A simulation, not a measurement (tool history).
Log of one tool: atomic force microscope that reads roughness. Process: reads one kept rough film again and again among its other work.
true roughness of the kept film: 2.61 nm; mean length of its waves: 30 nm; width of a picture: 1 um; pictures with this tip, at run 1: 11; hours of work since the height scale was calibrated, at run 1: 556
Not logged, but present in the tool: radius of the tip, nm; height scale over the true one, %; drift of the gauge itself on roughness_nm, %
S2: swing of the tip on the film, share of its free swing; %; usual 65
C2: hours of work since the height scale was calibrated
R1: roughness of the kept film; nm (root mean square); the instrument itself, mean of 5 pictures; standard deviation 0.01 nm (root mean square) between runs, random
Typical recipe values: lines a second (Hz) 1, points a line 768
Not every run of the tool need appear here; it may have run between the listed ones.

Run 1, hour 0: usual settings; pictures with this tip 11; C2 556. Result: R1 2.422 nm (root mean square).
Run 2, hour 20.1: usual settings but points a line 293; pictures with this tip 36; C2 565. Result: R1 2.393 nm (root mean square).
Run 3, hour 49.4: usual settings but points a line 293; pictures with this tip 72; C2 577. Result: R1 2.399 nm (root mean square).
Run 4, hour 71.3: usual settings but lines a second (Hz) 0.84, points a line 293; pictures with this tip 99; C2 586. Result: R1 2.371 nm (root mean square).
Run 5, hour 103.1: usual settings but lines a second (Hz) 0.84, points a line 293; pictures with this tip 138; C2 600. Result: R1 2.392 nm (root mean square).
Run 6, hour 122.5: usual settings but lines a second (Hz) 0.84, S2 63 %, points a line 293; pictures with this tip 161; C2 608. Result: R1 2.383 nm (root mean square).
At hour 125.1: new tip fitted.
Run 7, hour 151.5: usual settings but lines a second (Hz) 0.84, S2 63 %, points a line 293; pictures with this tip 32; C2 620. Result: R1 2.393 nm (root mean square).
Run 8, hour 168: usual settings but lines a second (Hz) 0.84, S2 63 %, points a line 293; pictures with this tip 52; C2 627. Result: R1 2.399 nm (root mean square).
Run 9, hour 188.5: usual settings but lines a second (Hz) 1.3, points a line 295; pictures with this tip 78; C2 636. Result: R1 2.372 nm (root mean square).
Run 10, hour 206.4: usual settings but lines a second (Hz) 1.3, points a line 295; pictures with this tip 99; C2 644. Result: R1 2.36 nm (root mean square).
Run 11, hour 227.3: usual settings but lines a second (Hz) 2.49, S2 79 %, points a line 806; pictures with this tip 125; C2 653. Result: R1 2.211 nm (root mean square).
Run 12, hour 245.8: usual settings but lines a second (Hz) 2.49, S2 79 %, points a line 806; pictures with this tip 148; C2 661. Result: R1 2.208 nm (root mean square).
At hour 259.3: new tip fitted.
Run 13, hour 274.1: usual settings but lines a second (Hz) 1.47, S2 70 %; pictures with this tip 18; C2 673. Result: R1 2.367 nm (root mean square).
Run 14, hour 304.9: usual settings but S2 71 %; pictures with this tip 55; C2 686. Result: R1 2.388 nm (root mean square).
Run 15, hour 321.8: usual settings but lines a second (Hz) 3.95, S2 77 %; pictures with this tip 76; C2 693. Result: R1 2.113 nm (root mean square).
Run 16, hour 350.6: usual settings but lines a second (Hz) 0.72, S2 63 %, points a line 306; pictures with this tip 111; C2 705. Result: R1 2.414 nm (root mean square).

Branching from run 16: 3 alternative next runs. What would each branch give?
Run A, hour 365.6: usual settings but lines a second (Hz) 3.12, S2 79 %, points a line 601; pictures with this tip 130; C2 712. Result: R1 ?.
Run B, hour 365.6: usual settings but lines a second (Hz) 0.56, S2 59 %, points a line 361; pictures with this tip 130; C2 712. Result: R1 ?.
Run C, hour 365.6: usual settings but lines a second (Hz) 0.77; pictures with this tip 130; C2 712. Result: R1 ?.

run     R1
  A  2.146
  B  2.439
  C  2.441
Without the tool's hidden state the same runs would have given:
run     R1
  A  2.149
  B  2.442
  C  2.444

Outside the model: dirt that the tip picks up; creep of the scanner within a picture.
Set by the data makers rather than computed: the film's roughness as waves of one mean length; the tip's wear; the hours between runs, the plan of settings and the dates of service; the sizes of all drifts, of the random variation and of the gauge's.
